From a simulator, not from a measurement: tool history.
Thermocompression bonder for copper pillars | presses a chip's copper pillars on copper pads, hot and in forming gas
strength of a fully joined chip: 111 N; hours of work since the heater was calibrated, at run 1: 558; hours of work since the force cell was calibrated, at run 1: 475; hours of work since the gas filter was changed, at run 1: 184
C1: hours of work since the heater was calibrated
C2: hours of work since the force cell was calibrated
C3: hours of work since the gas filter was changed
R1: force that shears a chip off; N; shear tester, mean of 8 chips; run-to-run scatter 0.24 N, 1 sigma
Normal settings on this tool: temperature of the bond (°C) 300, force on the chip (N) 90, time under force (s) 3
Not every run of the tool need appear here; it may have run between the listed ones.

Run 1, day 0.000: usual settings; C1 558; C2 475; C3 184. Result: R1 44.2 N.
At day 0.467: forming gas filter changed.
Run 2, day 1.621: usual settings; C1 574; C2 491; C3 12. Result: R1 47.1 N.
Run 3, day 2.658: usual settings; C1 584; C2 502; C3 22. Result: R1 46.3 N.
Run 4, day 4.188: usual settings; C1 599; C2 517; C3 37. Result: R1 46.5 N.
Run 5, day 5.454: usual settings; C1 612; C2 529; C3 50. Result: R1 45.9 N.
Run 6, day 6.300: usual settings; C1 620; C2 538; C3 58. Result: R1 45.7 N.
Run 7, day 8.162: usual settings; C1 639; C2 556; C3 77. Result: R1 45.6 N.
Run 8, day 9.779: usual settings; C1 655; C2 572; C3 93. Result: R1 45.5 N.
Run 9, day 10.700: usual settings; C1 664; C2 582; C3 102. Result: R1 45.7 N.
Run 10, day 11.746: usual settings; C1 675; C2 592; C3 112. Result: R1 45.2 N.
Run 11, day 13.425: usual settings; C1 691; C2 609; C3 129. Result: R1 45.1 N.
Run 12, day 14.271: usual settings; C1 700; C2 617; C3 138. Result: R1 45.1 N.
Run 13, day 15.788: usual settings but time under force (s) 4; C1 715; C2 632; C3 153. Result: R1 49.5 N.
Run 14, day 17.312: usual settings but time under force (s) 4; C1 730; C2 648; C3 168. Result: R1 49.2 N.
Run 15, day 18.350: usual settings but time under force (s) 4; C1 740; C2 658; C3 178. Result: R1 49.1 N.
At day 19.512: forming gas filter changed.
Run 16, day 20.179: usual settings but time under force (s) 6; C1 758; C2 676; C3 7. Result: R1 60.3 N.
Run 17, day 22.058: usual settings but time under force (s) 4; C1 777; C2 695; C3 25. Result: R1 51.8 N.
Run 18, day 22.942: usual settings but time under force (s) 6; C1 786; C2 703; C3 34. Result: R1 59.5 N.
Run 19, day 24.329: usual settings but time under force (s) 6; C1 800; C2 717; C3 48. Result: R1 59.4 N.
Run 20, day 25.204: usual settings; C1 809; C2 726; C3 57. Result: R1 46.4 N.
Run 21, day 26.762: usual settings; C1 824; C2 742; C3 72. Result: R1 45.9 N.
Run 22, day 28.296: usual settings but temperature of the bond (°C) 281, force on the chip (N) 62, time under force (s) 9; C1 839; C2 757; C3 88. Result: R1 38.4 N.
At day 28.638: heater calibrated with a thermocouple chip.
Run 23, day 30.200: usual settings but temperature of the bond (°C) 321, force on the chip (N) 79; C1 16; C2 775; C3 106. Result: R1 51.8 N.
Run 24, day 31.254: usual settings but temperature of the bond (°C) 321, force on the chip (N) 79; C1 26; C2 785; C3 116. Result: R1 51.4 N.
Run 25, day 32.108: usual settings but temperature of the bond (°C) 321, force on the chip (N) 79; C1 35; C2 794; C3 125. Result: R1 50.9 N.
Run 26, day 33.425: usual settings but temperature of the bond (°C) 321, force on the chip (N) 79; C1 48; C2 807; C3 138. Result: R1 50.6 N.
Run 27, day 34.217: usual settings but temperature of the bond (°C) 285; C1 56; C2 815; C3 146. Result: R1 40.6 N.
Run 28, day 35.008: usual settings but temperature of the bond (°C) 285, time under force (s) 2; C1 63; C2 823; C3 154. Result: R1 34.9 N.
Run 29, day 36.596: usual settings but temperature of the bond (°C) 299, time under force (s) 2; C1 79; C2 839; C3 169. Result: R1 40.3 N.
Run 30, day 37.862: usual settings but temperature of the bond (°C) 313, force on the chip (N) 84, time under force (s) 6; C1 92; C2 851; C3 182. Result: R1 62.2 N.
At day 38.646: forming gas filter changed.
Run 31, day 38.688: usual settings but temperature of the bond (°C) 313, force on the chip (N) 106; C1 100; C2 859; C3 0. Result: R1 65.7 N.
Run 32, day 39.450: usual settings but temperature of the bond (°C) 313, force on the chip (N) 106, time under force (s) 7; C1 108; C2 867; C3 8. Result: R1 82.1 N.
Run 33, day 40.429: usual settings but temperature of the bond (°C) 313, force on the chip (N) 106, time under force (s) 7; C1 117; C2 877; C3 18. Result: R1 81.9 N.
Run 34, day 41.283: usual settings but temperature of the bond (°C) 313, force on the chip (N) 106, time under force (s) 7; C1 126; C2 885; C3 26. Result: R1 81.8 N.
Run 35, day 42.058: usual settings but temperature of the bond (°C) 295, force on the chip (N) 116, time under force (s) 2; C1 134; C2 893; C3 34. Result: R1 52.8 N.
At day 43.604: force cell calibrated.
Run 36, day 43.617: usual settings but force on the chip (N) 60, time under force (s) 7; C1 148; C2 0; C3 49. Result: R1 40.4 N.
Run 37, day 44.571: usual settings but force on the chip (N) 60, time under force (s) 7; C1 158; C2 10; C3 58. Result: R1 40.3 N.
Run 38, day 46.121: usual settings but temperature of the bond (°C) 314, force on the chip (N) 86; C1 173; C2 25; C3 74. Result: R1 48.8 N.
Run 39, day 47.058: usual settings but temperature of the bond (°C) 295, force on the chip (N) 133; C1 183; C2 34; C3 83. Result: R1 62.0 N.
Run 40, day 47.917: usual settings but temperature of the bond (°C) 330, force on the chip (N) 64, time under force (s) 7; C1 191; C2 43; C3 92. Result: R1 56.0 N.
Run 41, day 49.325: usual settings but temperature of the bond (°C) 330, force on the chip (N) 64, time under force (s) 7; C1 205; C2 57; C3 106. Result: R1 55.6 N.

For some of the steps in R1 from one run to the next: how much would appear even if the tool had no hidden state, given the settings, what came in and random variation, and how much remains for the hidden state plus any gauge scatter that the measured result and the result without hidden state don't share?
What the log doesn't record here: true temperature of the bond over the reading, C; force that reaches the chip, % of what is set; oxide that the forming gas leaves, % of the face; drift of the gauge itself on shear_n, %.
Run 15 -> 16: time under force (s) 4 -> 6, forming gas filter changed. R1 +11.2 N: hidden state +3.2, all else +8.0.
Run 29 -> 30: temperature of the bond (°C) 299 -> 313, force on the chip (N) 90 -> 84, time under force (s) 2 -> 6. R1 +21.9 N: hidden state -0.9, all else +22.8.
Run 30 -> 31: force on the chip (N) 84 -> 106, time under force (s) 6 -> 3, forming gas filter changed. R1 +3.5 N: hidden state +4.2, all else -0.7.
Run 31 -> 32: time under force (s) 3 -> 7. R1 +16.4 N: hidden state -0.4, all else +16.8.
Run 34 -> 35: temperature of the bond (°C) 313 -> 295, force on the chip (N) 106 -> 116, time under force (s) 7 -> 2. R1 -29.0 N: hidden state -0.1, all else -28.9.
Run 35 -> 36: temperature of the bond (°C) 295 -> 300, force on the chip (N) 116 -> 60, time under force (s) 2 -> 7, force cell calibrated. R1 -12.4 N: hidden state -4.4, all else -8.0.
